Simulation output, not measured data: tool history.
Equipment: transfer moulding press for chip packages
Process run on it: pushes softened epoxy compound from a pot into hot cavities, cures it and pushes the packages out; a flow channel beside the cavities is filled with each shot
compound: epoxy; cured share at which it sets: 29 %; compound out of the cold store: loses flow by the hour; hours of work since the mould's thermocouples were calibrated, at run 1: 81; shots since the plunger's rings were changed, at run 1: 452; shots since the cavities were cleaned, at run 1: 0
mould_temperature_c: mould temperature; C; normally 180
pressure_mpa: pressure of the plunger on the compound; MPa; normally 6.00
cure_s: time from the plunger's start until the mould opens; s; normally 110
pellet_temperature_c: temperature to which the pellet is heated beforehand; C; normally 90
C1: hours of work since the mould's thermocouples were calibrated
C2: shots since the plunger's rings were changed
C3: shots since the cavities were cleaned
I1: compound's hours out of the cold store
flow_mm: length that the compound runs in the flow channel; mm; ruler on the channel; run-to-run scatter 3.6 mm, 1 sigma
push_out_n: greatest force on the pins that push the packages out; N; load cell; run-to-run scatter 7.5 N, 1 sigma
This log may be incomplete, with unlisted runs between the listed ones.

{"run": 1, "day": 0.0, "mould_temperature_c": 180, "pressure_mpa": 6.0, "cure_s": 110, "pellet_temperature_c": 90, "C1": 81, "C2": 452, "C3": 0, "I1": 46.7, "flow_mm": 695, "push_out_n": 300}
{"run": 2, "day": 0.8, "mould_temperature_c": 180, "pressure_mpa": 6.0, "cure_s": 110, "pellet_temperature_c": 90, "C1": 89, "C2": 605, "C3": 153, "I1": 18.4, "flow_mm": 773, "push_out_n": 314}
{"run": 3, "day": 1.471, "mould_temperature_c": 180, "pressure_mpa": 6.0, "cure_s": 110, "pellet_temperature_c": 90, "C1": 96, "C2": 733, "C3": 281, "I1": 25.0, "flow_mm": 745, "push_out_n": 313}
{"run": 4, "day": 2.075, "mould_temperature_c": 180, "pressure_mpa": 6.0, "cure_s": 110, "pellet_temperature_c": 90, "C1": 103, "C2": 848, "C3": 396, "I1": 38.0, "flow_mm": 718, "push_out_n": 327}
{"run": 5, "day": 2.729, "mould_temperature_c": 180, "pressure_mpa": 6.0, "cure_s": 110, "pellet_temperature_c": 90, "C1": 110, "C2": 973, "C3": 521, "I1": 41.6, "flow_mm": 705, "push_out_n": 319}
{"run": 6, "day": 3.458, "mould_temperature_c": 180, "pressure_mpa": 6.0, "cure_s": 110, "pellet_temperature_c": 90, "C1": 117, "C2": 1113, "C3": 661, "I1": 27.0, "flow_mm": 752, "push_out_n": 322}
{"day": 3.583, "done": "cavities cleaned with cleaning compound and waxed"}
{"run": 7, "day": 4.204, "mould_temperature_c": 180, "pressure_mpa": 6.0, "cure_s": 110, "pellet_temperature_c": 90, "C1": 124, "C2": 1243, "C3": 119, "I1": 12.7, "flow_mm": 784, "push_out_n": 307}
{"run": 8, "day": 4.912, "mould_temperature_c": 183, "pressure_mpa": 6.0, "cure_s": 110, "pellet_temperature_c": 90, "C1": 132, "C2": 1378, "C3": 254, "I1": 42.7, "flow_mm": 698, "push_out_n": 306}
{"run": 9, "day": 5.712, "mould_temperature_c": 180, "pressure_mpa": 6.0, "cure_s": 110, "pellet_temperature_c": 90, "C1": 140, "C2": 1531, "C3": 407, "I1": 8.5, "flow_mm": 805, "push_out_n": 329}
{"run": 10, "day": 6.325, "mould_temperature_c": 179, "pressure_mpa": 6.0, "cure_s": 110, "pellet_temperature_c": 90, "C1": 146, "C2": 1648, "C3": 524, "I1": 40.8, "flow_mm": 713, "push_out_n": 323}
{"run": 11, "day": 6.721, "mould_temperature_c": 179, "pressure_mpa": 6.0, "cure_s": 110, "pellet_temperature_c": 90, "C1": 151, "C2": 1723, "C3": 599, "I1": 40.5, "flow_mm": 714, "push_out_n": 319}
{"day": 7.2, "done": "cavities cleaned with cleaning compound and waxed"}
{"run": 12, "day": 7.229, "mould_temperature_c": 179, "pressure_mpa": 6.0, "cure_s": 110, "pellet_temperature_c": 90, "C1": 155, "C2": 1809, "C3": 6, "I1": 40.4, "flow_mm": 714, "push_out_n": 325}
{"run": 13, "day": 7.858, "mould_temperature_c": 179, "pressure_mpa": 6.0, "cure_s": 110, "pellet_temperature_c": 90, "C1": 162, "C2": 1929, "C3": 126, "I1": 19.9, "flow_mm": 765, "push_out_n": 334}
{"run": 14, "day": 8.375, "mould_temperature_c": 179, "pressure_mpa": 6.0, "cure_s": 110, "pellet_temperature_c": 90, "C1": 167, "C2": 2027, "C3": 224, "I1": 10.1, "flow_mm": 800, "push_out_n": 327}
{"run": 15, "day": 9.2, "mould_temperature_c": 180, "pressure_mpa": 6.0, "cure_s": 110, "pellet_temperature_c": 98, "C1": 176, "C2": 2184, "C3": 381, "I1": 43.9, "flow_mm": 700, "push_out_n": 316}
{"run": 16, "day": 9.858, "mould_temperature_c": 179, "pressure_mpa": 5.56, "cure_s": 110, "pellet_temperature_c": 90, "C1": 183, "C2": 2310, "C3": 507, "I1": 25.3, "flow_mm": 733, "push_out_n": 334}
{"run": 17, "day": 10.617, "mould_temperature_c": 187, "pressure_mpa": 5.56, "cure_s": 110, "pellet_temperature_c": 81, "C1": 191, "C2": 2455, "C3": 652, "I1": 40.9, "flow_mm": 668, "push_out_n": 284}
{"day": 10.808, "done": "cavities cleaned with cleaning compound and waxed"}
{"run": 18, "day": 11.125, "mould_temperature_c": 187, "pressure_mpa": 5.56, "cure_s": 110, "pellet_temperature_c": 81, "C1": 195, "C2": 2540, "C3": 60, "I1": 32.7, "flow_mm": 688, "push_out_n": 293}
{"run": 19, "day": 11.508, "mould_temperature_c": 187, "pressure_mpa": 5.56, "cure_s": 110, "pellet_temperature_c": 81, "C1": 199, "C2": 2613, "C3": 133, "I1": 20.6, "flow_mm": 716, "push_out_n": 284}
{"run": 20, "day": 12.021, "mould_temperature_c": 187, "pressure_mpa": 5.56, "cure_s": 110, "pellet_temperature_c": 81, "C1": 205, "C2": 2711, "C3": 231, "I1": 26.1, "flow_mm": 702, "push_out_n": 295}
{"run": 21, "day": 12.442, "mould_temperature_c": 174, "pressure_mpa": 6.08, "cure_s": 110, "pellet_temperature_c": 90, "C1": 209, "C2": 2792, "C3": 312, "I1": 9.1, "flow_mm": 826, "push_out_n": 408}
{"run": 22, "day": 13.054, "mould_temperature_c": 180, "pressure_mpa": 6.41, "cure_s": 110, "pellet_temperature_c": 90, "C1": 215, "C2": 2908, "C3": 428, "I1": 17.1, "flow_mm": 806, "push_out_n": 313}
{"run": 23, "day": 13.754, "mould_temperature_c": 180, "pressure_mpa": 6.41, "cure_s": 110, "pellet_temperature_c": 90, "C1": 223, "C2": 3042, "C3": 562, "I1": 22.2, "flow_mm": 786, "push_out_n": 308}
{"run": 24, "day": 14.233, "mould_temperature_c": 180, "pressure_mpa": 6.41, "cure_s": 110, "pellet_temperature_c": 90, "C1": 228, "C2": 3133, "C3": 653, "I1": 33.8, "flow_mm": 750, "push_out_n": 311}
{"day": 14.367, "done": "cavities cleaned with cleaning compound and waxed"}
{"run": 25, "day": 14.838, "mould_temperature_c": 184, "pressure_mpa": 6.0, "cure_s": 134, "pellet_temperature_c": 90, "C1": 233, "C2": 3237, "C3": 90, "I1": 43.1, "flow_mm": 695, "push_out_n": 303}
{"run": 26, "day": 15.258, "mould_temperature_c": 186, "pressure_mpa": 6.0, "cure_s": 134, "pellet_temperature_c": 80, "C1": 238, "C2": 3318, "C3": 171, "I1": 15.4, "flow_mm": 762, "push_out_n": 300}
{"run": 27, "day": 15.642, "mould_temperature_c": 186, "pressure_mpa": 6.0, "cure_s": 134, "pellet_temperature_c": 80, "C1": 242, "C2": 3391, "C3": 244, "I1": 27.5, "flow_mm": 732, "push_out_n": 302}
{"run": 28, "day": 16.321, "mould_temperature_c": 180, "pressure_mpa": 4.76, "cure_s": 110, "pellet_temperature_c": 81, "C1": 249, "C2": 3520, "C3": 373, "I1": 13.1, "flow_mm": 700, "push_out_n": 328}
{"run": 29, "day": 16.817, "mould_temperature_c": 179, "pressure_mpa": 6.0, "cure_s": 110, "pellet_temperature_c": 90, "C1": 254, "C2": 3615, "C3": 468, "I1": 15.6, "flow_mm": 783, "push_out_n": 323}

Each row is a separate what-if for the run after 29, all from the same tool condition, not one after another. Results?
{"run": "A", "day": 17.279, "mould_temperature_c": 183, "pressure_mpa": 6.0, "cure_s": 110, "pellet_temperature_c": 90, "C1": 259, "C2": 3703, "C3": 556, "I1": 37.6, "flow_mm": "?", "push_out_n": "?"}
{"run": "B", "day": 17.279, "mould_temperature_c": 178, "pressure_mpa": 6.0, "cure_s": 126, "pellet_temperature_c": 90, "C1": 259, "C2": 3703, "C3": 556, "I1": 14.5, "flow_mm": "?", "push_out_n": "?"}
{"run": "C", "day": 17.279, "mould_temperature_c": 180, "pressure_mpa": 6.19, "cure_s": 118, "pellet_temperature_c": 85, "C1": 259, "C2": 3703, "C3": 556, "I1": 14.3, "flow_mm": "?", "push_out_n": "?"}
{"run": "D", "day": 17.279, "mould_temperature_c": 180, "pressure_mpa": 6.0, "cure_s": 110, "pellet_temperature_c": 94, "C1": 259, "C2": 3703, "C3": 556, "I1": 35.0, "flow_mm": "?", "push_out_n": "?"}

run=A flow_mm=707 push_out_n=299
run=B flow_mm=786 push_out_n=314
run=C flow_mm=794 push_out_n=303
run=D flow_mm=723 push_out_n=331
Had the tool no hidden state, the same runs would have come out as:
run=A flow_mm=708 push_out_n=296
run=B flow_mm=787 push_out_n=311
run=C flow_mm=795 push_out_n=300
run=D flow_mm=724 push_out_n=327
